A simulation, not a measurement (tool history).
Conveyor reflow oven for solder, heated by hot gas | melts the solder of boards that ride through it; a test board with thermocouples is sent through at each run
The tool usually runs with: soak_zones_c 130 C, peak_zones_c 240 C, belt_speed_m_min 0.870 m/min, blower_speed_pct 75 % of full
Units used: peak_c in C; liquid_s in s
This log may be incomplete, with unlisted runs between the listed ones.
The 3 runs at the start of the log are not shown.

Run 4, day 1.858: usual settings but belt_speed_m_min 0.825 m/min. Result: peak_c 227.6 C, liquid_s 47.4 s.
Run 5, day 2.562: usual settings but belt_speed_m_min 0.825 m/min. Result: peak_c 227.0 C, liquid_s 47.8 s.
Run 6, day 3.212: usual settings but soak_zones_c 144 C. Result: peak_c 228.3 C, liquid_s 48.6 s.
Run 7, day 3.971: usual settings. Result: peak_c 225.7 C, liquid_s 44.2 s.
Run 8, day 4.321: usual settings. Result: peak_c 225.8 C, liquid_s 44.1 s.
Run 9, day 4.812: usual settings. Result: peak_c 225.8 C, liquid_s 44.3 s.
Run 10, day 5.354: usual settings but peak_zones_c 245 C. Result: peak_c 230.4 C, liquid_s 46.0 s.
Run 11, day 5.992: usual settings. Result: peak_c 225.9 C, liquid_s 44.0 s.
Run 12, day 6.538: usual settings but peak_zones_c 236 C. Result: peak_c 222.1 C, liquid_s 42.7 s.
Run 13, day 7.271: usual settings but peak_zones_c 236 C. Result: peak_c 222.0 C, liquid_s 42.6 s.
Run 14, day 7.675: usual settings but peak_zones_c 236 C. Result: peak_c 221.9 C, liquid_s 42.6 s.
Run 15, day 8.288: usual settings but peak_zones_c 236 C. Result: peak_c 222.5 C, liquid_s 42.5 s.

What does the tool deliver on the next run?
Run 16, day 8.996: usual settings but peak_zones_c 236 C. Result: peak_c ?, liquid_s ?.

peak_c: 222.2 C
liquid_s: 42.6 s
Without the tool's hidden state the same run would have given peak_c 221.8 C, liquid_s 42.4 s.

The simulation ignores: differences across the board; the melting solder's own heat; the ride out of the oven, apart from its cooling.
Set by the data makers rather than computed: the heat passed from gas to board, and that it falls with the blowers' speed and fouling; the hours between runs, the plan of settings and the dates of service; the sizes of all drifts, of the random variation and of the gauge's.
